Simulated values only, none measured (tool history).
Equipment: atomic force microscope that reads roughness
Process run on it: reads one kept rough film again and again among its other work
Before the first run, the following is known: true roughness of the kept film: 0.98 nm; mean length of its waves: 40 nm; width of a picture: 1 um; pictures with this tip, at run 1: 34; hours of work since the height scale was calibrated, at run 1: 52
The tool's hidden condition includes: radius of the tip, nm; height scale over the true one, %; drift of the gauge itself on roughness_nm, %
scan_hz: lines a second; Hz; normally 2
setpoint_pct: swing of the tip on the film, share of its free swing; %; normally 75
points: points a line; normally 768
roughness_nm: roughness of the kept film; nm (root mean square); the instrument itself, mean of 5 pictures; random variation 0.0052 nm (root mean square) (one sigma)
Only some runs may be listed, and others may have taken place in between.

| run | hour | scan_hz | setpoint_pct | points | pictures with this tip | hours of work since the height scale was calibrated | roughness_nm |
|---|---|---|---|---|---|---|---|
| 1 | 0 | 2 | 75 | 768 | 34 | 52 | 0.815 |
| 2 | 7.9 | 2 | 75 | 768 | 49 | 56 | 0.818 |
| 3 | 16.3 | 2 | 75 | 768 | 64 | 61 | 0.802 |
|  | 20.5 | new tip fitted |
| 4 | 23.2 | 2 | 75 | 768 | 5 | 65 | 0.837 |
| 5 | 31.9 | 2 | 80 | 768 | 21 | 70 | 0.781 |
| 6 | 37.6 | 2 | 80 | 728 | 32 | 74 | 0.794 |
| 7 | 45.4 | 2 | 80 | 728 | 46 | 78 | 0.784 |
| 8 | 52.9 | 2 | 80 | 728 | 60 | 83 | 0.779 |
| 9 | 57.8 | 2 | 68 | 728 | 69 | 86 | 0.841 |
|  | 59.2 | new tip fitted |
| 10 | 62.3 | 2 | 68 | 728 | 6 | 88 | 0.859 |
| 11 | 66.6 | 2 | 68 | 728 | 14 | 90 | 0.869 |
| 12 | 76.2 | 2 | 68 | 728 | 32 | 96 | 0.85 |
| 13 | 80.2 | 2 | 75 | 768 | 39 | 99 | 0.809 |
| 14 | 87.6 | 2 | 75 | 768 | 53 | 103 | 0.804 |
| 15 | 95.9 | 2 | 75 | 768 | 68 | 108 | 0.813 |
|  | 97.3 | new tip fitted |
| 16 | 102.4 | 2 | 75 | 768 | 9 | 111 | 0.825 |
| 17 | 107.2 | 0.79 | 75 | 768 | 18 | 114 | 0.893 |
| 18 | 117 | 0.79 | 75 | 768 | 37 | 120 | 0.887 |
| 19 | 122.6 | 1.77 | 75 | 768 | 47 | 123 | 0.842 |
| 20 | 131.7 | 2 | 57 | 768 | 64 | 129 | 0.894 |
|  | 135.4 | new tip fitted |
| 21 | 138.4 | 2 | 57 | 768 | 6 | 132 | 0.906 |
| 22 | 142.8 | 1.69 | 57 | 403 | 14 | 135 | 0.911 |
| 23 | 150.2 | 1.64 | 85 | 403 | 28 | 139 | 0.789 |
| 24 | 155.6 | 1.64 | 85 | 403 | 38 | 143 | 0.783 |
| 25 | 162.1 | 2 | 56 | 768 | 50 | 146 | 0.889 |
| 26 | 171.8 | 2 | 56 | 768 | 68 | 152 | 0.884 |

Predict the results of run 27:
|  | 173.9 | new tip fitted |
| 27 | 181.3 | 2 | 89 | 359 | 13 | 157 | ? |

Run 27 gave roughness_nm 0.735 nm (root mean square).
With no hidden state in the tool, this same run would have given roughness_nm 0.743 nm (root mean square).

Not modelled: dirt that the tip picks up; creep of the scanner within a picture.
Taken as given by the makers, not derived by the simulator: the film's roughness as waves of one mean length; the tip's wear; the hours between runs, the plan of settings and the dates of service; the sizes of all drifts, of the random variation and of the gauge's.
